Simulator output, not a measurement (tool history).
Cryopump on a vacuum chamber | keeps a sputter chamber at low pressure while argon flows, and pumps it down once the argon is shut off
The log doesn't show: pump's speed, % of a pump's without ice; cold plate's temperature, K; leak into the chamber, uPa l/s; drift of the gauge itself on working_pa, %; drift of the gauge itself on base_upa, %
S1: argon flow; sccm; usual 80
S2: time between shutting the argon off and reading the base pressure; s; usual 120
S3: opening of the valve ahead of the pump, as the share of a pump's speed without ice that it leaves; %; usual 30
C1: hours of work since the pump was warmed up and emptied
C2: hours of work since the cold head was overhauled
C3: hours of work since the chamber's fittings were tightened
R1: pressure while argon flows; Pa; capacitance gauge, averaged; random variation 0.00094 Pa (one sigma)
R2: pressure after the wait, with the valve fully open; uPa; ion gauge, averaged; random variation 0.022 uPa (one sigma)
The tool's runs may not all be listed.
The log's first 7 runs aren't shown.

run 8 hour=362.7 | S1=80 S2=120 S3=35 | C1=998 C2=2214 C3=2264 | R1=0.1912 R2=1.80
run 9 hour=434.5 | S1=80 S2=120 S3=30 | C1=1046 C2=2261 C3=2311 | R1=0.2194 R2=1.88
run 10 hour=496.3 | S1=80 S2=120 S3=30 | C1=1086 C2=2302 C3=2352 | R1=0.2218 R2=1.90
run 11 hour=543.6 | S1=80 S2=120 S3=30 | C1=1117 C2=2333 C3=2383 | R1=0.2214 R2=1.92
run 12 hour=589.0 | S1=80 S2=120 S3=30 | C1=1147 C2=2363 C3=2412 | R1=0.2251 R2=1.93
-- hour=623.9 pump warmed up, emptied and cooled again
run 13 hour=627.5 | S1=80 S2=120 S3=30 | C1=2 C2=2385 C3=2435 | R1=0.1990 R2=1.56
run 14 hour=663.3 | S1=146 S2=120 S3=30 | C1=26 C2=2409 C3=2458 | R1=0.3674 R2=1.62
run 15 hour=699.9 | S1=146 S2=120 S3=30 | C1=50 C2=2433 C3=2482 | R1=0.3635 R2=1.60
run 16 hour=768.2 | S1=152 S2=120 S3=30 | C1=95 C2=2478 C3=2527 | R1=0.3820 R2=1.61
run 17 hour=808.3 | S1=80 S2=120 S3=20 | C1=121 C2=2504 C3=2553 | R1=0.3009 R2=1.61
run 18 hour=848.8 | S1=41 S2=73 S3=25 | C1=148 C2=2531 C3=2580 | R1=0.1241 R2=1.93
run 19 hour=902.4 | S1=81 S2=120 S3=38 | C1=183 C2=2566 C3=2615 | R1=0.1625 R2=1.70

Run 20 comes next. What will it give?
run 20 hour=971.7 | S1=39 S2=26 S3=36 | C1=229 C2=2611 C3=2661 | R1=? R2=?

{"run 20": {"R1": 0.0839, "R2": 3.58}}
Without the tool's hidden state the same run would have given R1 0.0812 Pa, R2 2.48 uPa.
